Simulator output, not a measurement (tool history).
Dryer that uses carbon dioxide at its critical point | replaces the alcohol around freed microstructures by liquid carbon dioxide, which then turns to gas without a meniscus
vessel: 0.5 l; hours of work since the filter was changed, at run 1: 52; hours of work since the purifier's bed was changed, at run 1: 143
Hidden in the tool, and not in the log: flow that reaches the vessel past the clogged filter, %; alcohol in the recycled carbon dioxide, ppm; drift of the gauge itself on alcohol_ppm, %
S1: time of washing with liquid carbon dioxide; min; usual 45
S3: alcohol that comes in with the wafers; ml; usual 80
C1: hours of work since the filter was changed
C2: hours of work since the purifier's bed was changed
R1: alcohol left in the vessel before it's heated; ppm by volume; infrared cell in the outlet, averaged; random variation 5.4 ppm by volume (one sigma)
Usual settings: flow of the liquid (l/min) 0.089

{"run": 1, "hour": 0.0, "S1": 45, "flow of the liquid (l/min)": 0.089, "S3": 80, "C1": 52, "C2": 143, "R1": 166}
{"run": 2, "hour": 18.2, "S1": 45, "flow of the liquid (l/min)": 0.089, "S3": 80, "C1": 58, "C2": 149, "R1": 165}
{"run": 3, "hour": 37.9, "S1": 45, "flow of the liquid (l/min)": 0.089, "S3": 80, "C1": 64, "C2": 155, "R1": 174}
{"run": 4, "hour": 47.3, "S1": 45, "flow of the liquid (l/min)": 0.089, "S3": 80, "C1": 67, "C2": 158, "R1": 172}
{"run": 5, "hour": 58.6, "S1": 45, "flow of the liquid (l/min)": 0.053, "S3": 80, "C1": 71, "C2": 162, "R1": 3005}
{"run": 6, "hour": 69.6, "S1": 45, "flow of the liquid (l/min)": 0.053, "S3": 62, "C1": 75, "C2": 166, "R1": 2320}
{"run": 7, "hour": 83.7, "S1": 45, "flow of the liquid (l/min)": 0.053, "S3": 62, "C1": 79, "C2": 170, "R1": 2340}
{"run": 8, "hour": 93.4, "S1": 45, "flow of the liquid (l/min)": 0.053, "S3": 62, "C1": 82, "C2": 173, "R1": 2371}
{"run": 9, "hour": 102.5, "S1": 30, "flow of the liquid (l/min)": 0.1044, "S3": 35, "C1": 85, "C2": 176, "R1": 319}

Forecast run 10:
{"run": 10, "hour": 119.9, "S1": 30, "flow of the liquid (l/min)": 0.1044, "S3": 35, "C1": 91, "C2": 182, "R1": "?"}

{"run 10": {"R1": 319}}
Without the tool's hidden state the same run would have given R1 275 ppm by volume.
